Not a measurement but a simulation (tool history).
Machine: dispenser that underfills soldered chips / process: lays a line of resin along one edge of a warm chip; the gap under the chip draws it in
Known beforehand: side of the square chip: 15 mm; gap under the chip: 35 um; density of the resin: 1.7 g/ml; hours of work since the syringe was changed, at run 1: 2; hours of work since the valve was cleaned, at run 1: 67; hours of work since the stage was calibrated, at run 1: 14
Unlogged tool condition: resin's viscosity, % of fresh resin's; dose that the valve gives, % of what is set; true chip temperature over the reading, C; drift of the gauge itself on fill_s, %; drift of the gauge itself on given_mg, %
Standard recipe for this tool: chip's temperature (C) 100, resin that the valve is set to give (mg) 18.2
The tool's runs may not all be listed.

| run | hour | chip's temperature (C) | resin that the valve is set to give (mg) | hours of work since the syringe was changed | hours of work since the valve was cleaned | hours of work since the stage was calibrated | time until the resin shows at the far edge (s) | resin that the valve gave (mg) |
|---|---|---|---|---|---|---|---|---|
| 1 | 0.0 | 100 | 18.2 | 2 | 67 | 14 | 76.5 | 17.52 |
| 2 | 3.4 | 93 | 18.2 | 4 | 69 | 17 | 97.5 | 17.46 |
| 3 | 7.1 | 93 | 18.2 | 7 | 72 | 19 | 110.0 | 17.51 |
|  | 10.0 | new syringe of resin |
| 4 | 11.1 | 93 | 18.2 | 1 | 75 | 22 | 88.5 | 17.36 |
| 5 | 13.5 | 93 | 18.2 | 2 | 76 | 24 | 93.6 | 17.44 |
|  | 18.4 | dispensing valve cleaned and set on the balance |
| 6 | 18.5 | 93 | 18.2 | 5 | 0 | 27 | 103.0 | 18.23 |
| 7 | 21.3 | 93 | 18.2 | 7 | 2 | 29 | 111.8 | 18.25 |
|  | 23.4 | new syringe of resin |
| 8 | 24.7 | 92 | 18.2 | 1 | 4 | 31 | 91.2 | 18.14 |
| 9 | 27.3 | 92 | 18.2 | 3 | 6 | 33 | 97.3 | 18.23 |
| 10 | 30.3 | 100 | 18.2 | 5 | 8 | 35 | 85.1 | 18.13 |
| 11 | 33.3 | 100 | 18.2 | 7 | 10 | 37 | 91.1 | 18.13 |
|  | 35.5 | new syringe of resin |
| 12 | 37.4 | 100 | 18.2 | 1 | 13 | 40 | 74.8 | 18.09 |
| 13 | 41.9 | 100 | 18.2 | 5 | 16 | 43 | 84.3 | 18.09 |
| 14 | 46.0 | 101 | 20.6 | 7 | 19 | 46 | 87.2 | 20.38 |
|  | 47.9 | new syringe of resin |
| 15 | 49.6 | 98 | 23.2 | 1 | 22 | 48 | 75.9 | 23.00 |
| 16 | 53.2 | 94 | 16.2 | 4 | 24 | 51 | 99.5 | 15.97 |
| 17 | 57.1 | 113 | 20.5 | 7 | 27 | 53 | 60.7 | 20.26 |
| 18 | 59.1 | 85 | 18.1 | 8 | 28 | 55 | 142.4 | 17.85 |
|  | 60.0 | new syringe of resin |
| 19 | 61.7 | 108 | 21.1 | 1 | 30 | 56 | 60.6 | 20.79 |
| 20 | 64.3 | 108 | 21.1 | 3 | 32 | 58 | 63.6 | 20.81 |
| 21 | 66.2 | 100 | 22.8 | 4 | 33 | 60 | 80.1 | 22.47 |
| 22 | 69.4 | 100 | 15.5 | 7 | 35 | 62 | 96.2 | 15.20 |
|  | 72.3 | new syringe of resin |
| 23 | 74.0 | 113 | 17.0 | 1 | 38 | 65 | 55.2 | 16.69 |
| 24 | 77.9 | 113 | 21.1 | 4 | 41 | 68 | 56.5 | 20.73 |
| 25 | 80.3 | 87 | 19.7 | 6 | 43 | 69 | 124.1 | 19.31 |

Alternative continuations, all from the tool just after run 25; predict every row:
| A | 83.2 | 86 | 20.3 | 8 | 45 | 71 | ? | ? |
| B | 83.2 | 89 | 15.6 | 8 | 45 | 71 | ? | ? |
| C | 83.2 | 104 | 16.8 | 8 | 45 | 71 | ? | ? |
| D | 83.2 | 107 | 19.7 | 8 | 45 | 71 | ? | ? |
| E | 83.2 | 95 | 23.1 | 8 | 45 | 71 | ? | ? |

| run | time until the resin shows at the far edge (s) | resin that the valve gave (mg) |
|---|---|---|
| A | 133.1 | 19.83 |
| B | 133.5 | 15.21 |
| C | 87.0 | 16.49 |
| D | 74.5 | 19.28 |
| E | 102.0 | 22.52 |
Without the tool's unlogged condition, the same runs would have read:
| run | time until the resin shows at the far edge (s) | resin that the valve gave (mg) |
|---|---|---|
| A | 102.1 | 20.29 |
| B | 101.8 | 15.57 |
| C | 66.6 | 16.87 |
| D | 57.2 | 19.73 |
| E | 78.5 | 23.05 |

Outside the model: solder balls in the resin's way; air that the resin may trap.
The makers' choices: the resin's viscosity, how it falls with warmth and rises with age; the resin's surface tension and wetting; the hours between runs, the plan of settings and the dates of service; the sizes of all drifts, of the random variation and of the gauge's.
